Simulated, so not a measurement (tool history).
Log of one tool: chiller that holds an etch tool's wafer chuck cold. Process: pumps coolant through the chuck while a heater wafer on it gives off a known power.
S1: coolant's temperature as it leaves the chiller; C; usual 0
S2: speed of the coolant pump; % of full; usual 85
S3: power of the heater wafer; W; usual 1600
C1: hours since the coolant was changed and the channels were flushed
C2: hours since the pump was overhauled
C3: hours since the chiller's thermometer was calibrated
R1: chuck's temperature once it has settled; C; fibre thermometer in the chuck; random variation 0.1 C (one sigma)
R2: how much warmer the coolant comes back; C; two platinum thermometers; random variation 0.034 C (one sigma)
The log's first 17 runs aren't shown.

Run 18, hour 605.4: usual settings but S1 3 C, S2 87 % of full, S3 823 W; C1 4600; C2 1246; C3 3884. Result: R1 8.2 C, R2 2.71 C.
Run 19, hour 644.3: usual settings but S1 4 C, S3 1182 W; C1 4639; C2 1285; C3 3923. Result: R1 11.6 C, R2 3.92 C.
Run 20, hour 673.1: usual settings but S1 -9 C, S2 99 % of full, S3 1152 W; C1 4668; C2 1314; C3 3952. Result: R1 -2.5 C, R2 3.30 C.
Run 21, hour 714.1: usual settings but S1 3 C, S2 96 % of full, S3 2255 W; C1 4709; C2 1355; C3 3993. Result: R1 16.4 C, R2 6.52 C.
Run 22, hour 762.9: usual settings but S1 -5 C, S2 70 % of full, S3 996 W; C1 4757; C2 1404; C3 4042. Result: R1 2.1 C, R2 4.02 C.
Run 23, hour 786.6: usual settings but S1 -9 C; C1 4781; C2 1427; C3 4065. Result: R1 0.9 C, R2 5.29 C.
Run 24, hour 830.6: usual settings but S1 -7 C, S3 1955 W; C1 4825; C2 1471; C3 4109. Result: R1 5.5 C, R2 6.43 C.
Run 25, hour 853.7: usual settings but S1 7 C, S3 1024 W; C1 4848; C2 1495; C3 4133. Result: R1 13.5 C, R2 3.44 C.
Run 26, hour 901.4: usual settings but S3 894 W; C1 4896; C2 1542; C3 4180. Result: R1 5.5 C, R2 2.96 C.
Run 27, hour 943.9: usual settings but S1 7 C, S2 68 % of full; C1 4938; C2 1585; C3 4223. Result: R1 18.5 C, R2 6.62 C.
Run 28, hour 981.3: usual settings but S1 7 C, S2 68 % of full, S3 1427 W; C1 4976; C2 1622; C3 4260. Result: R1 17.2 C, R2 5.96 C.
Run 29, hour 1009.8: usual settings but S1 -2 C, S2 95 % of full, S3 2240 W; C1 5004; C2 1651; C3 4289. Result: R1 11.1 C, R2 6.60 C.
Run 30, hour 1055.0: usual settings but S1 -6 C, S2 61 % of full, S3 1966 W; C1 5050; C2 1696; C3 4334. Result: R1 9.4 C, R2 9.00 C.
Run 31, hour 1085.6: usual settings but S1 -8 C, S2 77 % of full, S3 2303 W; C1 5080; C2 1727; C3 4365. Result: R1 7.4 C, R2 8.26 C.
Run 32, hour 1138.0: usual settings but S1 4 C, S2 88 % of full, S3 1152 W; C1 5133; C2 1779; C3 4417. Result: R1 11.3 C, R2 3.74 C.

Forecast each of these 3 alternatives for the next run:
Run A, hour 1173.9: usual settings but S3 2116 W; C1 5168; C2 1815; C3 4453. Result: R1 ?, R2 ?.
Run B, hour 1173.9: usual settings but S1 -7 C, S2 87 % of full, S3 1121 W; C1 5168; C2 1815; C3 4453. Result: R1 ?, R2 ?.
Run C, hour 1173.9: usual settings but S1 8 C, S2 78 % of full, S3 1152 W; C1 5168; C2 1815; C3 4453. Result: R1 ?, R2 ?.

run    R1    R2
  A  13.4  6.96
  B   0.0  3.64
  C  15.6  4.26
Without the tool's hidden state the same runs would have given:
run    R1    R2
  A  13.4  6.81
  B   0.0  3.49
  C  15.6  4.10
